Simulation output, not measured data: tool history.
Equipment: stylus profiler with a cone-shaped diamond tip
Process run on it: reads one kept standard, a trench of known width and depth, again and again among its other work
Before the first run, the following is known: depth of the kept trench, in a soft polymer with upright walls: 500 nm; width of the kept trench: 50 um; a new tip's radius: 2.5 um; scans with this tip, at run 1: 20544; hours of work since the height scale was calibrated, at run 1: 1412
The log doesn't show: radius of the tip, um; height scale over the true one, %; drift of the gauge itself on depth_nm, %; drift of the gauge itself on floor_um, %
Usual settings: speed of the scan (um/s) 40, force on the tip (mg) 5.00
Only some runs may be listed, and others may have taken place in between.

run	hour	speed of the scan (um/s)	force on the tip (mg)	scans with this tip	hours of work since the height scale was calibrated	depth of the trench (angstrom)	width of the trench's floor (µm)
1	0.0	40	5.00	20544	1412	5145.5	45.61
2	33.2	40	5.00	20838	1432	5146.1	45.68
3	71.3	40	5.00	21177	1455	5145.9	45.61
4	100.8	40	12.27	21440	1473	5235.5	45.66
5	129.9	40	1.97	21698	1491	5094.9	45.49
6	169.4	32	5.00	22049	1515	5146.9	45.63
7	204.1	32	5.00	22358	1536	5146.9	45.59
8	229.0	32	5.00	22579	1551	5150.6	45.64
9	273.0	32	3.00	22970	1578	5117.4	45.49
10	292.9	40	5.00	23146	1590	5148.8	45.57
11	334.4	40	5.00	23515	1616	5151.2	45.51
12	360.9	15	5.00	23750	1632	5149.8	45.64
13	383.4	15	5.00	23951	1646	5148.5	45.62
14	427.2	15	5.00	24340	1672	5151.6	45.59
15	450.6	15	5.00	24548	1687	5149.1	45.57
16	491.4	15	1.89	24911	1712	5101.5	45.54
17	536.0	64	5.00	25307	1739	5153.8	45.39
18	564.4	40	5.00	25559	1756	5155.3	45.41
19	601.5	40	3.93	25889	1779	5138.0	45.39
20	623.8	40	1.68	26087	1792	5095.1	45.28
21	648.7	40	1.68	26308	1808	5097.7	45.21
22	670.2	26	13.83	26500	1821	5262.7	45.46
23	689.3	54	9.44	26669	1832	5214.6	45.40
24	727.1	54	9.44	27004	1855	5215.3	45.35
25	759.3	54	9.44	27291	1875	5219.3	45.32
26	804.3	28	10.38	27691	1903	5226.2	45.41
27	841.3	36	3.75	28020	1925	5140.5	45.31
# hour 854.6: new tip fitted, height scale calibrated
28	874.5	36	3.75	177	12	5089.4	46.73
29	919.4	114	13.10	576	40	5206.1	46.65
30	949.9	15	13.10	847	58	5205.9	46.86
31	994.8	13	4.55	1246	86	5104.9	46.82
32	1032.9	90	9.75	1584	109	5172.6	46.60
33	1060.7	37	1.78	1831	126	5057.0	46.53
34	1084.1	76	2.22	2039	140	5067.3	46.31
35	1108.4	76	2.22	2255	155	5064.2	46.29
36	1135.8	51	3.12	2499	172	5083.8	46.52
37	1166.9	67	3.61	2775	191	5090.8	46.41
38	1190.9	11	4.29	2988	205	5103.0	46.71
39	1212.2	40	3.13	3178	218	5084.7	46.54
40	1237.5	18	11.86	3402	234	5199.8	46.71
41	1259.3	28	2.52	3596	247	5073.7	46.54

Alternative continuations, all from the tool just after run 41; predict every row:
A	1282.4	26	10.37	3802	261	?	?
B	1282.4	80	14.08	3802	261	?	?
C	1282.4	106	2.57	3802	261	?	?
D	1282.4	149	13.45	3802	261	?	?
E	1282.4	111	12.79	3802	261	?	?

run	depth of the trench (angstrom)	width of the trench's floor (µm)
A	5184.5	46.62
B	5222.7	46.48
C	5077.7	46.07
D	5217.7	46.31
E	5210.4	46.40
Stripped of hidden state, with their random variation kept, the same runs would have yielded:
run	depth of the trench (angstrom)	width of the trench's floor (µm)
A	5178.0	46.90
B	5216.1	46.77
C	5071.3	46.35
D	5211.1	46.60
E	5203.8	46.68
